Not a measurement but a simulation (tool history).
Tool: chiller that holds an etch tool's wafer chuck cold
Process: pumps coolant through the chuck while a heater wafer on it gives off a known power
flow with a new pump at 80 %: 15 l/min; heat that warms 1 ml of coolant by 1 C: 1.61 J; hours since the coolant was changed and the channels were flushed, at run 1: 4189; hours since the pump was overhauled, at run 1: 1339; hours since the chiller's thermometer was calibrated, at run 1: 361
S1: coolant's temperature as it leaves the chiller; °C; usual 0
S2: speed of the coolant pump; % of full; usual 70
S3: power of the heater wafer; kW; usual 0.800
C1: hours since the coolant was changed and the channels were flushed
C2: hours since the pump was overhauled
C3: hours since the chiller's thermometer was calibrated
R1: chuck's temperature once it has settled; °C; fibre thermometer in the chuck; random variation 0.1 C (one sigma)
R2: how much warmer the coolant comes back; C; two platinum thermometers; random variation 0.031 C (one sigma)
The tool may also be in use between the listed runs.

| run | day | S1 | S2 | S3 | C1 | C2 | C3 | R1 | R2 |
|---|---|---|---|---|---|---|---|---|---|
| 1 | 0.000 | 0 | 70 | 0.800 | 4189 | 1339 | 361 | 7.3 | 2.29 |
| 2 | 1.254 | 0 | 70 | 0.558 | 4219 | 1369 | 391 | 5.1 | 1.63 |
| 3 | 2.708 | 0 | 70 | 0.558 | 4254 | 1404 | 426 | 5.1 | 1.60 |
| 4 | 5.038 | 0 | 70 | 0.558 | 4310 | 1460 | 482 | 5.0 | 1.60 |
| 5 | 6.975 | 0 | 70 | 0.558 | 4356 | 1506 | 528 | 5.1 | 1.56 |
| 6 | 8.538 | 0 | 70 | 0.558 | 4394 | 1544 | 566 | 5.0 | 1.60 |
| 7 | 11.121 | 0 | 70 | 0.558 | 4456 | 1606 | 628 | 5.3 | 1.60 |
| 8 | 12.633 | 0 | 70 | 0.558 | 4492 | 1642 | 664 | 5.2 | 1.53 |
| 9 | 14.017 | 1 | 69 | 0.592 | 4525 | 1675 | 697 | 6.6 | 1.68 |
| 10 | 15.504 | 1 | 69 | 0.592 | 4561 | 1711 | 733 | 6.5 | 1.63 |
| 11 | 17.238 | 2 | 80 | 0.761 | 4603 | 1753 | 775 | 8.1 | 1.80 |
| 12 | 18.554 | -5 | 70 | 0.601 | 4634 | 1784 | 806 | 0.4 | 1.60 |
| 13 | 21.038 | -6 | 85 | 0.800 | 4694 | 1844 | 866 | -0.1 | 1.75 |
| 14 | 23.333 | -3 | 65 | 0.800 | 4749 | 1899 | 921 | 5.0 | 2.45 |
| 15 | 25.792 | 10 | 78 | 0.639 | 4808 | 1958 | 980 | 15.3 | 1.45 |
| 16 | 27.129 | 3 | 91 | 0.948 | 4840 | 1990 | 1012 | 9.6 | 1.89 |

3 ways to go on from here, each from the tool as it stands after run 16. What would each give?
| A | 29.225 | -10 | 70 | 0.800 | 4890 | 2040 | 1062 | ? | ? |
| B | 29.225 | -4 | 70 | 0.850 | 4890 | 2040 | 1062 | ? | ? |
| C | 29.225 | -9 | 70 | 0.800 | 4890 | 2040 | 1062 | ? | ? |

| run | R1 | R2 |
|---|---|---|
| A | -2.6 | 2.12 |
| B | 3.8 | 2.34 |
| C | -1.6 | 2.06 |
Without the tool's hidden state the same runs would have given:
| run | R1 | R2 |
|---|---|---|
| A | -2.6 | 2.29 |
| B | 3.8 | 2.51 |
| C | -1.7 | 2.23 |
